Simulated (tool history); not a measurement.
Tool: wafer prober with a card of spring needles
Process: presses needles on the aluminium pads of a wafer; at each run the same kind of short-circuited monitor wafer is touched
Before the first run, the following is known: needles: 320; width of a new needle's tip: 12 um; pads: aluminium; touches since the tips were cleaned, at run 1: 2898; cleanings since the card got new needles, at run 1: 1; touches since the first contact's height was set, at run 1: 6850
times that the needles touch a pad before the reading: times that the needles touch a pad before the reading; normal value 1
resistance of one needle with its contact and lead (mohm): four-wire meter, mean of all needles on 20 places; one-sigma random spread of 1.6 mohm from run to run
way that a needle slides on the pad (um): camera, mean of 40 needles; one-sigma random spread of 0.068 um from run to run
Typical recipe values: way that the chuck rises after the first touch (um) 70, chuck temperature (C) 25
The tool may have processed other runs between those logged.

run	hour	way that the chuck rises after the first touch (um)	chuck temperature (C)	times that the needles touch a pad before the reading	touches since the tips were cleaned	cleanings since the card got new needles	touches since the first contact's height was set	resistance of one needle with its contact and lead (mohm)	way that a needle slides on the pad (um)
1	0.0	70	25	1	2898	1	6850	154	11.55
# hour 1.9: tips cleaned on abrasive film
2	7.8	70	25	1	1526	2	8828	155	11.45
# hour 14.8: tips cleaned on abrasive film
3	14.9	70	25	3	37	3	10639	156	11.65
4	23.2	70	25	3	2164	3	12766	152	11.57
# hour 27.7: tips cleaned on abrasive film
5	27.9	70	36	1	53	4	13941	154	11.50
6	35.9	70	36	1	2099	4	15987	159	11.41
# hour 40.6: tips cleaned on abrasive film
7	41.5	70	36	1	225	5	17402	155	11.48
8	47.0	70	36	1	1657	5	18834	158	11.57
9	51.7	70	36	1	2848	5	20025	158	11.55
# hour 53.7: tips cleaned on abrasive film
10	57.0	70	36	1	842	6	21362	158	11.39
11	61.6	70	36	1	2035	6	22555	159	11.51
# hour 66.8: tips cleaned on abrasive film
12	70.2	70	36	1	870	7	24726	158	11.38
13	76.8	70	25	1	2583	7	26439	152	11.34
# hour 79.7: tips cleaned on abrasive film
14	85.0	70	25	1	1375	8	28516	154	11.53
15	91.6	70	25	1	3056	8	30197	156	11.35
# hour 93.0: tips cleaned on abrasive film
16	100.3	70	25	1	1856	9	32405	155	11.40
# hour 106.1: tips cleaned on abrasive film
17	108.7	70	25	1	659	10	34547	156	11.40
18	114.2	54	65	1	2078	10	35966	164	8.74
# hour 119.4: tips cleaned on abrasive film
19	119.7	57	28	1	87	11	37353	154	9.26
20	128.1	57	40	1	2237	11	39503	158	9.31
# hour 132.5: tips cleaned on abrasive film
21	133.0	57	40	1	138	12	40736	158	9.26
22	140.7	80	25	1	2131	12	42729	155	13.01
# hour 145.2: tips cleaned on abrasive film
23	149.8	70	62	2	1185	13	45038	160	11.32
24	153.7	70	30	2	2171	13	46024	153	11.39
# hour 158.1: tips cleaned on abrasive film
25	159.3	70	30	3	328	14	47454	156	11.26
26	164.4	70	97	2	1621	14	48747	170	11.43
# hour 170.8: tips cleaned on abrasive film
27	170.8	64	83	1	0	15	50373	165	10.30
28	178.0	77	50	2	1848	15	52221	162	12.52
29	182.7	55	25	1	3050	15	53423	155	8.92
# hour 183.9: tips cleaned on abrasive film
30	187.9	55	25	3	1037	16	54748	158	8.94
31	192.4	72	84	1	2183	16	55894	168	11.48
# hour 197.1: tips cleaned on abrasive film
32	201.6	52	25	2	1151	17	58225	157	8.40

Describe how what the log doesn't record of the tool's condition differs between the last listed run preceding each entry between runs and the first listed run following it.
In the gap between runs 1 and 2: tips cleaned on abrasive film (hour 1.9)
  debris on the tips, nm: 2.2 -> 1.4; drift of the gauge itself on scrub_um, %: 0 -> -0.1
  measured value less the no-hidden-state value, way that a needle slides on the pad (um): +0.00 -> -0.01
In the gap between runs 2 and 3: tips cleaned on abrasive film (hour 14.8)
  debris on the tips, nm: 1.4 -> 0.2; drift of the gauge itself on scrub_um, %: -0.1 -> -0.18
  measured value less the no-hidden-state value, way that a needle slides on the pad (um): -0.01 -> -0.02
In the gap between runs 4 and 5: tips cleaned on abrasive film (hour 27.7)
  debris on the tips, nm: 1.8 -> 0.2; way that the needles fall short of the set height, um: 0 -> 0.01; drift of the gauge itself on scrub_um, %: -0.29 -> -0.35
  measured value less the no-hidden-state value, way that a needle slides on the pad (um): -0.03 -> -0.04
In the gap between runs 6 and 7: tips cleaned on abrasive film (hour 40.6)
  debris on the tips, nm: 1.7 -> 0.3; drift of the gauge itself on scrub_um, %: -0.45 -> -0.51
  measured value less the no-hidden-state value, way that a needle slides on the pad (um): -0.06 -> -0.06
In the gap between runs 9 and 10: tips cleaned on abrasive film (hour 53.7)
  debris on the tips, nm: 2 -> 0.8; drift of the gauge itself on scrub_um, %: -0.64 -> -0.71
  measured value less the no-hidden-state value, way that a needle slides on the pad (um): -0.08 -> -0.08
In the gap between runs 11 and 12: tips cleaned on abrasive film (hour 66.8)
  debris on the tips, nm: 1.7 -> 1; drift of the gauge itself on scrub_um, %: -0.77 -> -0.87
  measured value less the no-hidden-state value, way that a needle slides on the pad (um): -0.09 -> -0.10
In the gap between runs 13 and 14: tips cleaned on abrasive film (hour 79.7)
  debris on the tips, nm: 2.1 -> 1.3; drift of the gauge itself on scrub_um, %: -0.96 -> -1.06
  measured value less the no-hidden-state value, way that a needle slides on the pad (um): -0.12 -> -0.12
In the gap between runs 15 and 16: tips cleaned on abrasive film (hour 93.0)
  debris on the tips, nm: 2.2 -> 1.6; drift of the gauge itself on scrub_um, %: -1.14 -> -1.25
  measured value less the no-hidden-state value, way that a needle slides on the pad (um): -0.13 -> -0.15
In the gap between runs 16 and 17: tips cleaned on abrasive film (hour 106.1)
  debris on the tips, nm: 1.6 -> 0.8; drift of the gauge itself on scrub_um, %: -1.25 -> -1.35
  measured value less the no-hidden-state value, way that a needle slides on the pad (um): -0.15 -> -0.16
In the gap between runs 18 and 19: tips cleaned on abrasive film (hour 119.4)
  debris on the tips, nm: 1.7 -> 0.3; drift of the gauge itself on scrub_um, %: -1.42 -> -1.49
  measured value less the no-hidden-state value, way that a needle slides on the pad (um): -0.12 -> -0.15
In the gap between runs 20 and 21: tips cleaned on abrasive film (hour 132.5)
  debris on the tips, nm: 1.8 -> 0.3; way that the needles fall short of the set height, um: 0.01 -> 0.02; tips' diameter, um: 12 -> 12.01; drift of the gauge itself on scrub_um, %: -1.59 -> -1.65
  measured value less the no-hidden-state value, way that a needle slides on the pad (um): -0.15 -> -0.16
In the gap between runs 22 and 23: tips cleaned on abrasive film (hour 145.2)
  debris on the tips, nm: 1.8 -> 1.1; drift of the gauge itself on scrub_um, %: -1.75 -> -1.86
  measured value less the no-hidden-state value, way that a needle slides on the pad (um): -0.23 -> -0.22
In the gap between runs 24 and 25: tips cleaned on abrasive film (hour 158.1)
  debris on the tips, nm: 1.7 -> 0.5; drift of the gauge itself on scrub_um, %: -1.91 -> -1.98
  measured value less the no-hidden-state value, way that a needle slides on the pad (um): -0.22 -> -0.24
In the gap between runs 26 and 27: tips cleaned on abrasive film (hour 170.8)
  debris on the tips, nm: 1.5 -> 0.1; drift of the gauge itself on scrub_um, %: -2.04 -> -2.12
  measured value less the no-hidden-state value, way that a needle slides on the pad (um): -0.24 -> -0.23
In the gap between runs 29 and 30: tips cleaned on abrasive film (hour 183.9)
  debris on the tips, nm: 2.2 -> 1.1; drift of the gauge itself on scrub_um, %: -2.27 -> -2.34
  measured value less the no-hidden-state value, way that a needle slides on the pad (um): -0.21 -> -0.22
In the gap between runs 31 and 32: tips cleaned on abrasive film (hour 197.1)
  debris on the tips, nm: 1.9 -> 1.2; drift of the gauge itself on scrub_um, %: -2.39 -> -2.51
  measured value less the no-hidden-state value, way that a needle slides on the pad (um): -0.29 -> -0.22
